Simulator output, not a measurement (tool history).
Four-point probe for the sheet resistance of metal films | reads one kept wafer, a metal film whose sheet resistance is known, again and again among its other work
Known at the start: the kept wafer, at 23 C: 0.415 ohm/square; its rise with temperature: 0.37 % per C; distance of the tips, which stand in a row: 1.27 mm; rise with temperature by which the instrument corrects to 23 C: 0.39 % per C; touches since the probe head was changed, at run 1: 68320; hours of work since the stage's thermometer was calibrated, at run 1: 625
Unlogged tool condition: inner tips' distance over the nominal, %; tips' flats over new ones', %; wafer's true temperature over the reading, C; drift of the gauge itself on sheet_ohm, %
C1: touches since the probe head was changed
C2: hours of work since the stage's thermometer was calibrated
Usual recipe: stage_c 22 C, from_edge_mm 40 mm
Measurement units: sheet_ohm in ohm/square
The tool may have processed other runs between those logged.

Run 1, day 0.000: usual settings; C1 68320; C2 625. Result: sheet_ohm 0.413019 ohm/square.
Run 2, day 1.608: usual settings but stage_c 20 C; C1 69254; C2 647. Result: sheet_ohm 0.413280 ohm/square.
Run 3, day 3.817: usual settings but stage_c 20 C; C1 70536; C2 678. Result: sheet_ohm 0.413117 ohm/square.
Run 4, day 6.000: usual settings; C1 71803; C2 708. Result: sheet_ohm 0.412906 ohm/square.
Run 5, day 8.292: usual settings; C1 73134; C2 740. Result: sheet_ohm 0.413091 ohm/square.
Run 6, day 11.621: usual settings; C1 75068; C2 786. Result: sheet_ohm 0.412908 ohm/square.
Run 7, day 13.088: usual settings but from_edge_mm 29 mm; C1 75918; C2 806. Result: sheet_ohm 0.413242 ohm/square.
Run 8, day 14.912: usual settings but stage_c 34 C; C1 76979; C2 831. Result: sheet_ohm 0.411674 ohm/square.
Run 9, day 17.771: usual settings but from_edge_mm 67 mm; C1 78637; C2 871. Result: sheet_ohm 0.412663 ohm/square.
Run 10, day 20.821: usual settings but from_edge_mm 67 mm; C1 80409; C2 913. Result: sheet_ohm 0.412668 ohm/square.
Run 11, day 23.662: usual settings; C1 82058; C2 953. Result: sheet_ohm 0.412868 ohm/square.
Run 12, day 26.754: usual settings; C1 83855; C2 996. Result: sheet_ohm 0.413017 ohm/square.
Run 13, day 28.775: usual settings but stage_c 20 C; C1 85028; C2 1024. Result: sheet_ohm 0.413175 ohm/square.
At day 28.954: stage's thermometer calibrated.
Run 14, day 31.233: usual settings but stage_c 20 C; C1 86444; C2 32. Result: sheet_ohm 0.413087 ohm/square.
Run 15, day 33.929: usual settings but stage_c 20 C; C1 88008; C2 69. Result: sheet_ohm 0.413177 ohm/square.
Run 16, day 36.142: usual settings but stage_c 20 C; C1 89293; C2 100. Result: sheet_ohm 0.413233 ohm/square.
Run 17, day 37.642: usual settings but stage_c 20 C; C1 90165; C2 120. Result: sheet_ohm 0.413064 ohm/square.
At day 40.146: stage's thermometer calibrated, once more.
Run 18, day 40.754: usual settings but stage_c 20 C; C1 91959; C2 8. Result: sheet_ohm 0.412508 ohm/square.
Run 19, day 42.912: usual settings; C1 93214; C2 38. Result: sheet_ohm 0.412394 ohm/square.
Run 20, day 44.400: usual settings; C1 94076; C2 59. Result: sheet_ohm 0.412396 ohm/square.
Run 21, day 46.517: usual settings; C1 95306; C2 88. Result: sheet_ohm 0.412201 ohm/square.
Run 22, day 48.129: usual settings; C1 96242; C2 111. Result: sheet_ohm 0.412469 ohm/square.
Run 23, day 51.000: usual settings but stage_c 28 C, from_edge_mm 4 mm; C1 97908; C2 150. Result: sheet_ohm 0.432514 ohm/square.
Run 24, day 53.304: usual settings but stage_c 32 C, from_edge_mm 12 mm; C1 99247; C2 182. Result: sheet_ohm 0.413599 ohm/square.
Run 25, day 54.725: usual settings but stage_c 29 C, from_edge_mm 68 mm; C1 100072; C2 202. Result: sheet_ohm 0.411280 ohm/square.
Run 26, day 56.442: usual settings but stage_c 24 C, from_edge_mm 26 mm; C1 101068; C2 226. Result: sheet_ohm 0.412332 ohm/square.
Run 27, day 58.846: usual settings but stage_c 20 C, from_edge_mm 63 mm; C1 102465; C2 259. Result: sheet_ohm 0.412279 ohm/square.
Run 28, day 61.804: usual settings but stage_c 30 C, from_edge_mm 47 mm; C1 104181; C2 300. Result: sheet_ohm 0.411455 ohm/square.
Run 29, day 63.729: usual settings but stage_c 30 C, from_edge_mm 47 mm; C1 105300; C2 327. Result: sheet_ohm 0.411262 ohm/square.
Run 30, day 65.317: usual settings but stage_c 32 C, from_edge_mm 3 mm; C1 106222; C2 349. Result: sheet_ohm 0.446891 ohm/square.
Run 31, day 68.608: usual settings but stage_c 32 C, from_edge_mm 16 mm; C1 108133; C2 395. Result: sheet_ohm 0.412276 ohm/square.
Run 32, day 71.279: usual settings but stage_c 31 C, from_edge_mm 39 mm; C1 109685; C2 432. Result: sheet_ohm 0.411403 ohm/square.
Run 33, day 73.617: usual settings but stage_c 31 C, from_edge_mm 39 mm; C1 111040; C2 464. Result: sheet_ohm 0.411244 ohm/square.
Run 34, day 76.392: usual settings but stage_c 20 C, from_edge_mm 41 mm; C1 112652; C2 503. Result: sheet_ohm 0.412371 ohm/square.
Run 35, day 78.629: usual settings but stage_c 20 C, from_edge_mm 41 mm; C1 113951; C2 534. Result: sheet_ohm 0.412335 ohm/square.
Run 36, day 80.375: usual settings but from_edge_mm 12 mm; C1 114966; C2 558. Result: sheet_ohm 0.414400 ohm/square.
Run 37, day 82.038: usual settings but from_edge_mm 12 mm; C1 115931; C2 581. Result: sheet_ohm 0.414291 ohm/square.
Run 38, day 84.558: usual settings but from_edge_mm 17 mm; C1 117394; C2 616. Result: sheet_ohm 0.413225 ohm/square.
Run 39, day 86.325: usual settings but from_edge_mm 17 mm; C1 118419; C2 640. Result: sheet_ohm 0.413195 ohm/square.
Run 40, day 89.058: usual settings but stage_c 28 C, from_edge_mm 6 mm; C1 120006; C2 678. Result: sheet_ohm 0.421039 ohm/square.
Run 41, day 91.300: usual settings but from_edge_mm 29 mm; C1 121308; C2 709. Result: sheet_ohm 0.412336 ohm/square.
Run 42, day 93.467: usual settings but from_edge_mm 29 mm; C1 122566; C2 739. Result: sheet_ohm 0.412189 ohm/square.
Run 43, day 95.646: usual settings but stage_c 28 C, from_edge_mm 8 mm; C1 123831; C2 770. Result: sheet_ohm 0.416901 ohm/square.

4 options for the next run, each taken on its own from the tool as it stands now. Forecast them:
Run A, day 97.596: usual settings but stage_c 26 C, from_edge_mm 9 mm; C1 124963; C2 797. Result: sheet_ohm ?.
Run B, day 97.596: usual settings but stage_c 21 C, from_edge_mm 23 mm; C1 124963; C2 797. Result: sheet_ohm ?.
Run C, day 97.596: usual settings but stage_c 18 C, from_edge_mm 20 mm; C1 124963; C2 797. Result: sheet_ohm ?.
Run D, day 97.596: usual settings but from_edge_mm 60 mm; C1 124963; C2 797. Result: sheet_ohm ?.

run  sheet_ohm
  A   0.415635
  B   0.412579
  C   0.413082
  D   0.411882
Without the tool's unlogged condition, the same runs would have read:
run  sheet_ohm
  A   0.418994
  B   0.415911
  C   0.416415
  D   0.415210

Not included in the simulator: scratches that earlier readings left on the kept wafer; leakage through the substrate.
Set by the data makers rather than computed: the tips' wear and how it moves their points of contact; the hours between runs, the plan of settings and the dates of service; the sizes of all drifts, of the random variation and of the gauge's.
